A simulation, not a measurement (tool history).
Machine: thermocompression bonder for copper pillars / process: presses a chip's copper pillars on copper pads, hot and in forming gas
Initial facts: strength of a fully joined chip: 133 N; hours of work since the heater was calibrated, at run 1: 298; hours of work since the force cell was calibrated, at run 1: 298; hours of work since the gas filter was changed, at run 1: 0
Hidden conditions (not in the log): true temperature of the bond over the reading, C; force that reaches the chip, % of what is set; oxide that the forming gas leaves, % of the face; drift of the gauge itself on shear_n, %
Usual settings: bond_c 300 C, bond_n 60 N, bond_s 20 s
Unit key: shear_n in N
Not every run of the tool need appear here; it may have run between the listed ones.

run	day	bond_c	bond_n	bond_s	hours of work since the heater was calibrated	hours of work since the force cell was calibrated	hours of work since the gas filter was changed	shear_n
1	0.000	300	60	20	298	298	0	91.8
2	1.042	300	60	20	313	313	15	93.2
3	2.229	300	36	20	330	330	33	71.7
4	3.325	323	36	20	346	346	49	88.1
5	4.821	323	36	20	368	368	70	88.5
6	6.146	323	36	20	388	388	90	88.0
7	7.158	300	60	10	402	402	105	75.8
8	8.408	300	60	10	421	421	123	75.0
9	9.600	300	60	20	438	438	140	90.5
10	11.083	279	60	20	460	460	162	76.9
11	12.321	279	60	20	478	478	180	77.8
12	13.362	279	60	20	493	493	195	75.8
13	14.771	279	60	20	514	514	216	76.3
14	16.171	285	60	20	534	534	236	80.5
15	17.450	285	60	20	553	553	255	79.9
16	19.075	300	83	20	576	576	278	103.1
17	20.350	300	60	20	595	595	297	91.5
18	21.654	300	60	20	614	614	316	90.2
# day 21.804: forming gas filter changed
19	22.412	300	60	20	625	625	9	93.4
20	23.383	300	60	20	639	639	23	92.1
21	24.712	300	60	20	658	658	42	92.4
22	25.467	300	60	20	669	669	53	92.2
23	26.383	300	60	20	683	683	67	92.9
24	27.462	300	60	20	699	699	83	91.8
25	28.571	300	79	18	715	715	99	99.1
26	29.304	290	87	10	725	725	110	83.0
27	30.017	290	87	10	736	736	120	81.4
28	30.704	290	60	12	746	746	130	71.5
29	31.579	290	60	12	759	759	143	71.4
30	33.158	290	39	20	782	782	166	67.2
31	34.058	290	39	20	795	795	179	67.2
32	35.392	290	39	20	814	814	198	67.3
33	36.992	298	39	38	838	838	222	88.6
34	38.462	298	42	57	859	859	243	102.9
35	39.792	298	42	57	879	879	263	100.8
36	41.258	298	42	57	900	900	284	100.7
37	42.888	297	42	19	924	924	308	73.8
# day 43.517: forming gas filter changed
38	43.808	290	60	19	937	937	4	84.5
39	44.971	290	60	19	954	954	21	81.9

Forecast each of these 3 alternatives for the next run:
# day 45.917: force cell calibrated
A	46.104	300	71	16	969	3	37	?
# day 45.917: force cell calibrated
B	46.104	300	70	20	969	3	37	?
# day 45.917: force cell calibrated
C	46.104	321	60	20	969	3	37	?

run	shear_n
A	93.2
B	97.9
C	105.1
Take away the tool's hidden state, keep each run's random variation, and the runs would have read:
run	shear_n
A	93.9
B	98.6
C	105.7

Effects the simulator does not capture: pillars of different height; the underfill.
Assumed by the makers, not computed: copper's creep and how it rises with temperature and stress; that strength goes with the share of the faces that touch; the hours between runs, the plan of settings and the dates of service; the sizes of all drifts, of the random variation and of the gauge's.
